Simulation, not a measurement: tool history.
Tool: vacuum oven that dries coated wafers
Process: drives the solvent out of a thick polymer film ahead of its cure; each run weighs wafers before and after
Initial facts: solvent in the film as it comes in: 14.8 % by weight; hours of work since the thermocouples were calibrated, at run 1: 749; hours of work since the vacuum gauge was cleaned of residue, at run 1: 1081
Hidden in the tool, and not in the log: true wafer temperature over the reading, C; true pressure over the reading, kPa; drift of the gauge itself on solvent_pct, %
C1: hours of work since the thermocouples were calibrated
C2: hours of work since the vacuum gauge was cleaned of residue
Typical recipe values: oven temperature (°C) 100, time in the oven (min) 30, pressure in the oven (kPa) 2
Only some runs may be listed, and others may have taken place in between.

Run 1, hour 0: usual settings; C1 749; C2 1081. Result: solvent left in the film (%) 0.88.
Run 2, hour 29.9: usual settings; C1 772; C2 1104. Result: solvent left in the film (%) 0.863.
Run 3, hour 63.7: usual settings; C1 799; C2 1130. Result: solvent left in the film (%) 0.872.
At hour 105.6: vacuum gauge cleaned of residue and calibrated.
Run 4, hour 111.4: usual settings; C1 835; C2 5. Result: solvent left in the film (%) 0.812.
Run 5, hour 156.7: usual settings; C1 870; C2 40. Result: solvent left in the film (%) 0.809.
Run 6, hour 222.3: usual settings; C1 921; C2 91. Result: solvent left in the film (%) 0.811.
Run 7, hour 262.6: usual settings but pressure in the oven (kPa) 1.03; C1 953; C2 122. Result: solvent left in the film (%) 0.588.
Run 8, hour 294: usual settings; C1 977; C2 147. Result: solvent left in the film (%) 0.807.
Run 9, hour 322.7: usual settings but time in the oven (min) 27, pressure in the oven (kPa) 5.61; C1 1000; C2 169. Result: solvent left in the film (%) 1.753.
Run 10, hour 360.3: usual settings but oven temperature (°C) 104, time in the oven (min) 16, pressure in the oven (kPa) 1.3; C1 1029; C2 199. Result: solvent left in the film (%) 1.581.
Run 11, hour 404.9: usual settings but oven temperature (°C) 104, time in the oven (min) 16, pressure in the oven (kPa) 1.3; C1 1064; C2 233. Result: solvent left in the film (%) 1.57.
Run 12, hour 455.1: usual settings but time in the oven (min) 25, pressure in the oven (kPa) 3.22; C1 1103; C2 273. Result: solvent left in the film (%) 1.35.
Run 13, hour 492.2: usual settings but oven temperature (°C) 106; C1 1132; C2 302. Result: solvent left in the film (%) 0.519.
Run 14, hour 550.7: usual settings but time in the oven (min) 20; C1 1177; C2 347. Result: solvent left in the film (%) 1.575.
Run 15, hour 601.4: usual settings but time in the oven (min) 20; C1 1217; C2 387. Result: solvent left in the film (%) 1.581.

Same runs, no hidden state in the tool, same run-to-run variation:
run  solvent left in the film (%)
  1                         0.876
  2                         0.858
  3                         0.867
  4                         0.869
  5                         0.866
  6                         0.867
  7                         0.636
  8                         0.862
  9                         1.846
 10                         1.694
 11                         1.683
 12                         1.437
 13                         0.545
 14                         1.689
 15                         1.695
